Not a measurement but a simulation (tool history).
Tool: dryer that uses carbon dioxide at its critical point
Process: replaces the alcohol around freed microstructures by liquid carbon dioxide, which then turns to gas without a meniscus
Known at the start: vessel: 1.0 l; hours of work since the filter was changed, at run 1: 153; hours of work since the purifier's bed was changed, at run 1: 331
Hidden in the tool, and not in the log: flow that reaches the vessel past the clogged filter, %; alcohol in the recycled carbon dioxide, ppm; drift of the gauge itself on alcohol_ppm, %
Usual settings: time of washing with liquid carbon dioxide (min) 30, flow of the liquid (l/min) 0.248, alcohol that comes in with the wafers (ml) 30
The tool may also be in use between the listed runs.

run,day,time of washing with liquid carbon dioxide (min),flow of the liquid (l/min),alcohol that comes in with the wafers (ml),hours of work since the filter was changed,hours of work since the purifier's bed was changed,alcohol left in the vessel before it's heated (ppm by volume)
1,0,30,0.248,30,153,331,170
2,0.954,30,0.248,30,170,348,183
3,2.162,30,0.248,30,193,371,191
4,3.517,30,0.248,30,218,396,203
5,4.675,30,0.248,30,239,417,202
6,5.838,39,0.248,30,261,439,170
7,6.583,30,0.248,31,275,453,229
8,7.779,30,0.248,31,297,475,235
9,8.925,30,0.248,31,318,496,256
10,9.862,30,0.248,31,336,514,254
11,11.25,30,0.248,31,362,540,269
12,12.167,30,0.248,31,379,557,269
13,13.658,30,0.399,30,406,584,194
# day 13.958: inlet filter changed
14,14.854,30,0.399,30,17,606,210
15,15.75,30,0.248,30,33,622,251
16,17.417,47,0.248,30,64,653,225
# day 18.379: purifier's bed changed
17,19.212,47,0.248,30,95,15,10
18,20.379,47,0.248,30,117,37,24
19,21.817,47,0.248,30,144,64,29
20,22.812,47,0.248,30,162,82,33
21,23.667,30,0.248,101,178,98,216
22,24.996,30,0.248,30,203,123,97
23,25.908,30,0.248,30,219,140,119
24,27.546,30,0.248,30,250,170,117
25,28.992,28,0.193,41,277,197,530
26,30.279,21,0.236,41,301,221,757
27,31.225,21,0.162,70,318,238,4357
28,32.408,21,0.162,70,340,260,4411
29,33.588,21,0.162,70,362,282,4446
30,34.454,25,0.364,38,378,298,131
31,35.208,32,0.19,30,392,312,337
32,36.054,32,0.19,30,408,328,346
# day 36.304: inlet filter changed
33,37.146,30,0.248,35,16,348,176
34,38.871,22,0.225,40,48,380,659
35,40.121,19,0.208,37,71,403,1322
36,40.846,26,0.208,89,84,416,970
37,42.354,26,0.208,89,112,444,971
38,43.575,35,0.208,107,135,467,367
39,44.625,34,0.282,50,154,486,183
40,45.817,31,0.248,30,177,509,223
41,47.192,31,0.248,30,202,534,234
42,48.079,31,0.248,30,219,551,242
43,49.196,31,0.248,30,239,571,253
44,50.171,18,0.222,86,257,589,3257
45,51.9,30,0.387,28,289,621,222
46,52.692,30,0.387,28,304,636,228

The same runs without the tool's hidden state, with the same run-to-run variation:
run,alcohol left in the vessel before it's heated (ppm by volume)
1,41
2,44
3,45
4,43
5,41
6,15
7,48
8,44
9,54
10,42
11,48
12,36
13,0
14,1
15,39
16,0
17,3
18,10
19,6
20,3
21,139
22,40
23,54
24,41
25,337
26,494
27,3383
28,3369
29,3336
30,17
31,139
32,140
33,54
34,488
35,1093
36,727
37,702
38,163
39,10
40,31
41,32
42,37
43,33
44,2397
45,5
46,3
